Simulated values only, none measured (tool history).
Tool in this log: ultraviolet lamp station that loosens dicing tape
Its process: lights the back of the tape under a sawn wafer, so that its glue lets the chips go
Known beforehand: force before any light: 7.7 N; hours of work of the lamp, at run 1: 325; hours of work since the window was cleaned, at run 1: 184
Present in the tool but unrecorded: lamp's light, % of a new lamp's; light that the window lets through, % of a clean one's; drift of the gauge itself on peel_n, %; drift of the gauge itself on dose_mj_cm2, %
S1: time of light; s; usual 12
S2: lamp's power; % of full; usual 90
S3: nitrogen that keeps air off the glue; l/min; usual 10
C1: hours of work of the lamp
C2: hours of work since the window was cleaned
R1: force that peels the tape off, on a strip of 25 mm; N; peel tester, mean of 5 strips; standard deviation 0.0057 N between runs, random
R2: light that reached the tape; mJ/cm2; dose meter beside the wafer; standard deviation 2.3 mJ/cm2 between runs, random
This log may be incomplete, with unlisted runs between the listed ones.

run	hour	S1	S2	S3	C1	C2	R1	R2
1	0.0	12	90	10	325	184	0.145	229
2	13.3	12	90	10	332	191	0.138	230
3	27.5	12	90	10	340	199	0.139	229
4	42.7	12	90	15	349	207	0.114	232
5	55.9	12	90	15	356	215	0.105	226
6	68.8	18	90	10	363	222	0.086	344
7	85.0	12	90	10	372	231	0.137	230
8	94.4	12	90	10	377	236	0.133	233
9	107.4	12	90	10	384	243	0.137	233
10	121.1	12	90	10	391	250	0.122	228
11	136.5	12	90	10	400	259	0.129	226
12	152.9	12	90	10	409	268	0.132	229
13	169.1	12	61	10	418	277	0.382	157
14	181.3	14	61	10	424	283	0.233	187
15	195.4	14	61	10	432	291	0.241	182
16	206.0	14	61	10	438	297	0.251	184
17	222.3	14	61	10	447	306	0.251	179
18	234.8	12	90	10	454	313	0.131	229
19	246.5	12	90	10	460	319	0.136	233
20	259.3	12	90	10	467	326	0.145	232

What will run 21 give?
21	270.0	12	90	10	473	332	?	?

Run 21 measured R1 0.133 N, R2 228 mJ/cm2.
Without the tool's hidden state the same run would have given R1 0.133 N, R2 228 mJ/cm2.

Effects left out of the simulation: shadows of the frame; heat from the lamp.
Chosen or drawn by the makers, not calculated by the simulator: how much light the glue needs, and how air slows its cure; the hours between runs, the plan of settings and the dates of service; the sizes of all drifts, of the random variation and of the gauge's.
